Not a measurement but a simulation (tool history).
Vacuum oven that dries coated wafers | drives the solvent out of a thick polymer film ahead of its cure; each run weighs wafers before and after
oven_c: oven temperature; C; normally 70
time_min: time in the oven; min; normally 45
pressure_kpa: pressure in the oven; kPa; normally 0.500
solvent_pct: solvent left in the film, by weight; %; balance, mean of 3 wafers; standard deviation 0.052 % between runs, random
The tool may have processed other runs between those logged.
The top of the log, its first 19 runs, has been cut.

{"run": 20, "hour": 534.3, "oven_c": 83, "time_min": 77, "pressure_kpa": 1.419, "solvent_pct": 0.58}
{"run": 21, "hour": 561.8, "oven_c": 83, "time_min": 77, "pressure_kpa": 1.419, "solvent_pct": 0.58}
{"run": 22, "hour": 583.5, "oven_c": 66, "time_min": 61, "pressure_kpa": 0.5, "solvent_pct": 1.59}
{"run": 23, "hour": 614.2, "oven_c": 67, "time_min": 51, "pressure_kpa": 0.639, "solvent_pct": 1.87}
{"run": 24, "hour": 650.1, "oven_c": 67, "time_min": 51, "pressure_kpa": 0.639, "solvent_pct": 1.87}
{"run": 25, "hour": 670.3, "oven_c": 74, "time_min": 46, "pressure_kpa": 0.725, "solvent_pct": 0.9}
{"run": 26, "hour": 710.0, "oven_c": 55, "time_min": 46, "pressure_kpa": 1.837, "solvent_pct": 6.95}
{"run": 27, "hour": 738.8, "oven_c": 84, "time_min": 26, "pressure_kpa": 0.814, "solvent_pct": 0.55}
{"run": 28, "hour": 760.3, "oven_c": 84, "time_min": 46, "pressure_kpa": 0.257, "solvent_pct": 0.19}
{"run": 29, "hour": 796.2, "oven_c": 84, "time_min": 72, "pressure_kpa": 0.257, "solvent_pct": 0.13}
{"run": 30, "hour": 834.2, "oven_c": 84, "time_min": 72, "pressure_kpa": 0.257, "solvent_pct": 0.18}
{"run": 31, "hour": 857.9, "oven_c": 60, "time_min": 26, "pressure_kpa": 0.294, "solvent_pct": 6.27}
{"run": 32, "hour": 891.8, "oven_c": 60, "time_min": 26, "pressure_kpa": 0.294, "solvent_pct": 6.27}
{"run": 33, "hour": 919.5, "oven_c": 57, "time_min": 58, "pressure_kpa": 1.55, "solvent_pct": 5.31}
{"run": 34, "hour": 939.0, "oven_c": 57, "time_min": 70, "pressure_kpa": 1.55, "solvent_pct": 4.73}
{"run": 35, "hour": 979.2, "oven_c": 72, "time_min": 70, "pressure_kpa": 0.687, "solvent_pct": 0.69}
{"run": 36, "hour": 1001.2, "oven_c": 70, "time_min": 52, "pressure_kpa": 0.5, "solvent_pct": 1.2}
{"run": 37, "hour": 1021.0, "oven_c": 70, "time_min": 52, "pressure_kpa": 0.5, "solvent_pct": 1.17}
{"run": 38, "hour": 1043.0, "oven_c": 70, "time_min": 52, "pressure_kpa": 0.5, "solvent_pct": 1.24}

Below are 4 alternative next runs, each starting from the tool's condition after run 38. Predict each:
{"run": "A", "hour": 1082.4, "oven_c": 70, "time_min": 45, "pressure_kpa": 0.32, "solvent_pct": "?"}
{"run": "B", "hour": 1082.4, "oven_c": 83, "time_min": 76, "pressure_kpa": 0.773, "solvent_pct": "?"}
{"run": "C", "hour": 1082.4, "oven_c": 79, "time_min": 36, "pressure_kpa": 0.406, "solvent_pct": "?"}
{"run": "D", "hour": 1082.4, "oven_c": 70, "time_min": 45, "pressure_kpa": 1.596, "solvent_pct": "?"}

run=A solvent_pct=1.33
run=B solvent_pct=0.39
run=C solvent_pct=0.54
run=D solvent_pct=2.02
With the hidden condition removed and each run's random variation left untouched, the same runs would have given:
run=A solvent_pct=1.21
run=B solvent_pct=0.25
run=C solvent_pct=0.42
run=D solvent_pct=1.91
